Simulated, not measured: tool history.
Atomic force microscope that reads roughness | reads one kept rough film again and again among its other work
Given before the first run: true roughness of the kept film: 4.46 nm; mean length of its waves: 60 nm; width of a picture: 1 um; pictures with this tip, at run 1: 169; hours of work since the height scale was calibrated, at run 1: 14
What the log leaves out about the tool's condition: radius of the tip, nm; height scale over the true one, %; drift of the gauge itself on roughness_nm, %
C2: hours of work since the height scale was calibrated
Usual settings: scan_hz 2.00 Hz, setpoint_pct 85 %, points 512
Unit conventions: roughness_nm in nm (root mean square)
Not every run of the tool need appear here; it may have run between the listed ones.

run 1 hour=0.0 | scan_hz=2.00 setpoint_pct=85 points=512 | pictures_with_this_tip=169 C2=14 | roughness_nm=3.374
run 2 hour=10.9 | scan_hz=2.00 setpoint_pct=85 points=512 | pictures_with_this_tip=192 C2=21 | roughness_nm=3.361
run 3 hour=20.8 | scan_hz=2.00 setpoint_pct=85 points=512 | pictures_with_this_tip=213 C2=28 | roughness_nm=3.358
run 4 hour=25.8 | scan_hz=2.00 setpoint_pct=60 points=512 | pictures_with_this_tip=224 C2=31 | roughness_nm=3.978
run 5 hour=31.1 | scan_hz=2.00 setpoint_pct=85 points=512 | pictures_with_this_tip=235 C2=34 | roughness_nm=3.370
run 6 hour=37.4 | scan_hz=2.00 setpoint_pct=85 points=512 | pictures_with_this_tip=249 C2=39 | roughness_nm=3.347
run 7 hour=43.8 | scan_hz=2.00 setpoint_pct=85 points=512 | pictures_with_this_tip=262 C2=43 | roughness_nm=3.349
run 8 hour=53.1 | scan_hz=2.00 setpoint_pct=85 points=512 | pictures_with_this_tip=282 C2=49 | roughness_nm=3.344
run 9 hour=57.9 | scan_hz=2.00 setpoint_pct=68 points=512 | pictures_with_this_tip=292 C2=52 | roughness_nm=3.809
run 10 hour=68.8 | scan_hz=2.00 setpoint_pct=68 points=512 | pictures_with_this_tip=315 C2=59 | roughness_nm=3.840
run 11 hour=73.7 | scan_hz=2.00 setpoint_pct=68 points=512 | pictures_with_this_tip=326 C2=63 | roughness_nm=3.835
-- hour=80.9 new tip fitted
run 12 hour=83.4 | scan_hz=2.65 setpoint_pct=85 points=512 | pictures_with_this_tip=5 C2=69 | roughness_nm=3.152
run 13 hour=88.9 | scan_hz=2.65 setpoint_pct=85 points=512 | pictures_with_this_tip=17 C2=72 | roughness_nm=3.138
run 14 hour=94.0 | scan_hz=2.65 setpoint_pct=85 points=512 | pictures_with_this_tip=28 C2=76 | roughness_nm=3.155
run 15 hour=100.4 | scan_hz=2.65 setpoint_pct=55 points=512 | pictures_with_this_tip=41 C2=80 | roughness_nm=4.036
run 16 hour=107.3 | scan_hz=0.96 setpoint_pct=55 points=512 | pictures_with_this_tip=56 C2=84 | roughness_nm=4.138
run 17 hour=116.6 | scan_hz=0.96 setpoint_pct=55 points=512 | pictures_with_this_tip=76 C2=91 | roughness_nm=4.138
run 18 hour=126.7 | scan_hz=0.96 setpoint_pct=55 points=512 | pictures_with_this_tip=97 C2=97 | roughness_nm=4.146
run 19 hour=134.8 | scan_hz=0.96 setpoint_pct=55 points=332 | pictures_with_this_tip=114 C2=102 | roughness_nm=4.142
run 20 hour=139.3 | scan_hz=0.96 setpoint_pct=55 points=332 | pictures_with_this_tip=124 C2=105 | roughness_nm=4.173
run 21 hour=147.7 | scan_hz=0.96 setpoint_pct=55 points=332 | pictures_with_this_tip=142 C2=111 | roughness_nm=4.144
run 22 hour=156.5 | scan_hz=2.00 setpoint_pct=61 points=512 | pictures_with_this_tip=160 C2=117 | roughness_nm=3.954
run 23 hour=166.9 | scan_hz=2.00 setpoint_pct=61 points=512 | pictures_with_this_tip=183 C2=124 | roughness_nm=3.979
run 24 hour=175.9 | scan_hz=2.00 setpoint_pct=61 points=512 | pictures_with_this_tip=202 C2=130 | roughness_nm=3.993
run 25 hour=185.0 | scan_hz=2.00 setpoint_pct=61 points=512 | pictures_with_this_tip=221 C2=136 | roughness_nm=3.982
run 26 hour=191.3 | scan_hz=2.00 setpoint_pct=61 points=512 | pictures_with_this_tip=234 C2=140 | roughness_nm=3.979
run 27 hour=199.6 | scan_hz=2.47 setpoint_pct=75 points=423 | pictures_with_this_tip=252 C2=145 | roughness_nm=3.532
run 28 hour=209.8 | scan_hz=0.51 setpoint_pct=85 points=716 | pictures_with_this_tip=274 C2=152 | roughness_nm=3.973
run 29 hour=216.6 | scan_hz=2.00 setpoint_pct=85 points=339 | pictures_with_this_tip=288 C2=157 | roughness_nm=3.344
run 30 hour=223.7 | scan_hz=2.00 setpoint_pct=85 points=339 | pictures_with_this_tip=303 C2=161 | roughness_nm=3.368
run 31 hour=234.6 | scan_hz=1.33 setpoint_pct=85 points=512 | pictures_with_this_tip=326 C2=168 | roughness_nm=3.609
-- hour=241.6 new tip fitted
run 32 hour=242.9 | scan_hz=1.33 setpoint_pct=75 points=324 | pictures_with_this_tip=3 C2=174 | roughness_nm=3.853
run 33 hour=248.4 | scan_hz=1.33 setpoint_pct=75 points=324 | pictures_with_this_tip=15 C2=177 | roughness_nm=3.813
run 34 hour=253.8 | scan_hz=1.33 setpoint_pct=75 points=324 | pictures_with_this_tip=26 C2=181 | roughness_nm=3.822
run 35 hour=260.8 | scan_hz=3.49 setpoint_pct=67 points=596 | pictures_with_this_tip=41 C2=185 | roughness_nm=3.603
run 36 hour=269.5 | scan_hz=2.91 setpoint_pct=85 points=512 | pictures_with_this_tip=60 C2=191 | roughness_nm=3.071
run 37 hour=278.5 | scan_hz=0.68 setpoint_pct=58 points=434 | pictures_with_this_tip=79 C2=197 | roughness_nm=4.164
run 38 hour=287.7 | scan_hz=0.87 setpoint_pct=61 points=512 | pictures_with_this_tip=98 C2=203 | roughness_nm=4.109
run 39 hour=293.8 | scan_hz=0.87 setpoint_pct=61 points=512 | pictures_with_this_tip=111 C2=207 | roughness_nm=4.100
run 40 hour=299.1 | scan_hz=1.69 setpoint_pct=85 points=512 | pictures_with_this_tip=122 C2=211 | roughness_nm=3.447
run 41 hour=305.5 | scan_hz=2.00 setpoint_pct=83 points=1022 | pictures_with_this_tip=136 C2=215 | roughness_nm=3.447
run 42 hour=315.2 | scan_hz=2.00 setpoint_pct=86 points=1022 | pictures_with_this_tip=156 C2=221 | roughness_nm=3.321
run 43 hour=323.0 | scan_hz=0.65 setpoint_pct=86 points=1022 | pictures_with_this_tip=173 C2=226 | roughness_nm=3.907
run 44 hour=333.1 | scan_hz=3.44 setpoint_pct=85 points=410 | pictures_with_this_tip=195 C2=233 | roughness_nm=2.919
run 45 hour=338.1 | scan_hz=3.44 setpoint_pct=85 points=410 | pictures_with_this_tip=205 C2=236 | roughness_nm=2.930
run 46 hour=347.6 | scan_hz=3.44 setpoint_pct=85 points=410 | pictures_with_this_tip=225 C2=243 | roughness_nm=2.900
run 47 hour=356.2 | scan_hz=3.44 setpoint_pct=85 points=410 | pictures_with_this_tip=244 C2=248 | roughness_nm=2.917
run 48 hour=362.7 | scan_hz=3.44 setpoint_pct=85 points=410 | pictures_with_this_tip=257 C2=253 | roughness_nm=2.917
run 49 hour=369.1 | scan_hz=1.53 setpoint_pct=56 points=271 | pictures_with_this_tip=271 C2=257 | roughness_nm=4.072

3 options for the next run, each taken on its own from the tool as it stands now. Forecast them:
run A hour=379.2 | scan_hz=1.06 setpoint_pct=57 points=559 | pictures_with_this_tip=292 C2=264 | roughness_nm=?
run B hour=379.2 | scan_hz=3.32 setpoint_pct=85 points=512 | pictures_with_this_tip=292 C2=264 | roughness_nm=?
run C hour=379.2 | scan_hz=2.00 setpoint_pct=73 points=498 | pictures_with_this_tip=292 C2=264 | roughness_nm=?

run=A roughness_nm=4.093
run=B roughness_nm=2.950
run=C roughness_nm=3.708
Take away the tool's hidden state, keep each run's random variation, and the runs would have read:
run=A roughness_nm=4.101
run=B roughness_nm=2.956
run=C roughness_nm=3.716

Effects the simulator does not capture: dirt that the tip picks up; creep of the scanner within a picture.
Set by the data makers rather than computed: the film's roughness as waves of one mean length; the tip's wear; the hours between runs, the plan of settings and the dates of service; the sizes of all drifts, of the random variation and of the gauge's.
